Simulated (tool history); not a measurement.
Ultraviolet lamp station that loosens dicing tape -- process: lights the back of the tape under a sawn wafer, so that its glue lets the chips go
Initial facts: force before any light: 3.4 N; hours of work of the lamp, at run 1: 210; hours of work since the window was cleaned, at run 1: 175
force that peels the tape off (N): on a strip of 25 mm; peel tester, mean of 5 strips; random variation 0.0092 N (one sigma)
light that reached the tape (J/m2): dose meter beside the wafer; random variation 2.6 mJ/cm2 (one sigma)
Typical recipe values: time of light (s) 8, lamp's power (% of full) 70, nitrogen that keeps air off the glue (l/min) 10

run	hour	time of light (s)	lamp's power (% of full)	nitrogen that keeps air off the glue (l/min)	hours of work of the lamp	hours of work since the window was cleaned	force that peels the tape off (N)	light that reached the tape (J/m2)
1	0	8	70	10	210	175	0.432	3170
2	22.5	8	70	10	224	189	0.448	3200
3	54.2	8	72	10	244	209	0.414	3270
4	76.4	8	70	10	258	223	0.447	3130
5	106.7	8	70	10	277	242	0.447	3130
6	124.9	8	86	10	289	254	0.35	3810
7	146.1	8	70	10	302	267	0.446	3110
8	170.2	8	70	10	318	283	0.441	3100
9	192.9	8	70	10	332	297	0.435	3070
10	209.6	8	70	10	342	307	0.472	3080
11	232.4	8	70	10	357	322	0.449	3060
12	259.7	8	70	10	374	339	0.459	3040
13	278.7	5	70	10	386	351	0.864	1910
14	305.8	5	70	10	403	368	0.854	1870
15	340.5	15	70	10	425	390	0.244	5520
16	370.8	15	70	10	444	409	0.255	5550
17	396.2	15	70	10	460	425	0.258	5520
18	425.7	15	70	10	479	444	0.253	5500
19	452.9	15	70	10	496	461	0.27	5400
20	485.9	8	94	10	517	482	0.336	3910
# hour 487.8: window cleaned of glue's vapour
21	510.5	8	94	10	532	14	0.371	3790
22	542.7	8	70	10	553	35	0.498	2820
23	558.4	8	70	11	562	45	0.504	2770
24	587.6	5	70	17	581	63	0.776	1710
25	604	6	68	10	591	73	0.79	1990
26	619.2	6	67	10	601	83	0.792	1970
# hour 636.1: window cleaned of glue's vapour, once more
27	637.8	6	67	10	612	1	0.725	2220
28	671.2	9	70	10	633	22	0.375	3440
29	692	9	70	10	647	35	0.369	3460
30	709.4	9	95	5	658	46	0.395	4630
31	731.3	10	60	5	671	60	0.629	3210
32	747.3	10	60	5	681	70	0.622	3200
33	765.6	6	70	4	693	82	1.042	2290
34	779.8	10	93	8	702	91	0.282	4990
35	807.2	10	93	8	719	108	0.288	4920
36	835.2	10	96	6	737	126	0.315	4990
37	853.2	10	70	10	748	137	0.349	3700
38	878.7	10	70	10	764	153	0.379	3660
39	906.2	10	70	10	782	171	0.366	3620
40	930.9	7	81	10	797	186	0.49	2910
41	950.2	6	71	10	810	198	0.669	2160
42	974.2	8	73	11	825	214	0.462	2940

How the hidden state differs across the entries between the runs, from the last listed run before each to the first after it:
Logged between run 20 and run 21: window cleaned of glue's vapour (hour 487.8)
  lamp's light, % of a new lamp's: 91.2 -> 90.9; light that the window lets through, % of a clean one's: 90.8 -> 88.9
  the result without the hidden state subtracted from the measured one, force that peels the tape off (N): +0.054 -> +0.066; light that reached the tape (J/m2): -790 -> -900
Logged between run 26 and run 27: window cleaned of glue's vapour, once more (hour 636.1)
  lamp's light, % of a new lamp's: 89.9 -> 89.7; light that the window lets through, % of a clean one's: 87.6 -> 99.3
  the result without the hidden state subtracted from the measured one, force that peels the tape off (N): +0.207 -> +0.1; light that reached the tape (J/m2): -540 -> -270
